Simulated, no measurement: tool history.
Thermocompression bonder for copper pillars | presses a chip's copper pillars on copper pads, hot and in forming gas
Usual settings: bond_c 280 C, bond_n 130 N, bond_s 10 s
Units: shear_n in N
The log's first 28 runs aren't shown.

Run 29, day 74.492: usual settings but bond_c 258 C, bond_n 140 N, bond_s 8 s. Result: shear_n 43.9 N.
Run 30, day 77.750: usual settings but bond_c 258 C, bond_n 140 N, bond_s 8 s. Result: shear_n 42.2 N.
Run 31, day 79.438: usual settings but bond_c 306 C, bond_n 188 N, bond_s 22 s. Result: shear_n 115.9 N.
Run 32, day 82.621: usual settings but bond_c 253 C, bond_n 188 N, bond_s 22 s. Result: shear_n 73.9 N.
At day 83.967: forming gas filter changed.
Run 33, day 84.133: usual settings but bond_c 279 C, bond_n 102 N, bond_s 19 s. Result: shear_n 64.3 N.
Run 34, day 87.208: usual settings but bond_c 279 C, bond_n 102 N, bond_s 19 s. Result: shear_n 64.2 N.
Run 35, day 90.500: usual settings but bond_n 87 N. Result: shear_n 41.8 N.
Run 36, day 94.050: usual settings but bond_n 87 N. Result: shear_n 42.1 N.
Run 37, day 97.529: usual settings but bond_n 87 N. Result: shear_n 39.9 N.
Run 38, day 101.050: usual settings but bond_n 87 N. Result: shear_n 38.8 N.
At day 101.767: heater calibrated with a thermocouple chip.
Run 39, day 103.808: usual settings but bond_c 308 C, bond_n 154 N. Result: shear_n 95.2 N.
Run 40, day 106.233: usual settings but bond_c 308 C, bond_n 125 N. Result: shear_n 81.1 N.

3 ways to go on from here, each from the tool as it stands after run 40. What would each give?
At day 107.254: forming gas filter changed.
Run A, day 108.646: usual settings but bond_c 303 C, bond_n 87 N, bond_s 11 s. Result: shear_n ?.
At day 107.254: forming gas filter changed.
Run B, day 108.646: usual settings but bond_n 185 N. Result: shear_n ?.
At day 107.254: forming gas filter changed.
Run C, day 108.646: usual settings but bond_c 308 C, bond_n 131 N. Result: shear_n ?.

run  shear_n
  A     62.8
  B     83.1
  C     89.8
Without the tool's hidden state the same runs would have given:
run  shear_n
  A     67.5
  B     88.3
  C     94.9
